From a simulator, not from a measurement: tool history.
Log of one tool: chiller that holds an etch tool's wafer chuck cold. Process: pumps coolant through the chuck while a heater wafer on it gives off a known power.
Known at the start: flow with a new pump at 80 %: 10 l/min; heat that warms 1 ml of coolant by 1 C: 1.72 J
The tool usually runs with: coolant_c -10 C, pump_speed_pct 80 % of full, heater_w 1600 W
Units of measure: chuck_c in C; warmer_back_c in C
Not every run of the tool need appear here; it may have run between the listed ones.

run     day  coolant_c  pump_speed_pct  heater_w  chuck_c  warmer_back_c
  1   0.000        -10              80      1600      9.4           6.59
  2   4.088        -10              80      1600      9.7           6.64
  3   7.308        -10              80      1600      9.7           6.67
  4  10.346        -10              80      1600      9.9           6.64
  5  13.467        -10              80      1600      9.9           6.69
  6  17.762        -10              80      1600     10.1           6.72
  7  22.425        -10              80      1600     10.4           6.69
  8  24.517        -10              80      1600     10.2           6.84
  9  28.533        -10              80      1600     10.4           6.75
 10  33.000         -3              62      1392     18.0           7.69
 11  37.621         -4              84      1600     16.3           6.45

Forecast run 12:
 12  39.992        -10              97      2022        ?              ?

chuck_c: 13.6 C
warmer_back_c: 7.18 C
Without the tool's hidden state the same run would have given chuck_c 8.4 C, warmer_back_c 5.83 C.

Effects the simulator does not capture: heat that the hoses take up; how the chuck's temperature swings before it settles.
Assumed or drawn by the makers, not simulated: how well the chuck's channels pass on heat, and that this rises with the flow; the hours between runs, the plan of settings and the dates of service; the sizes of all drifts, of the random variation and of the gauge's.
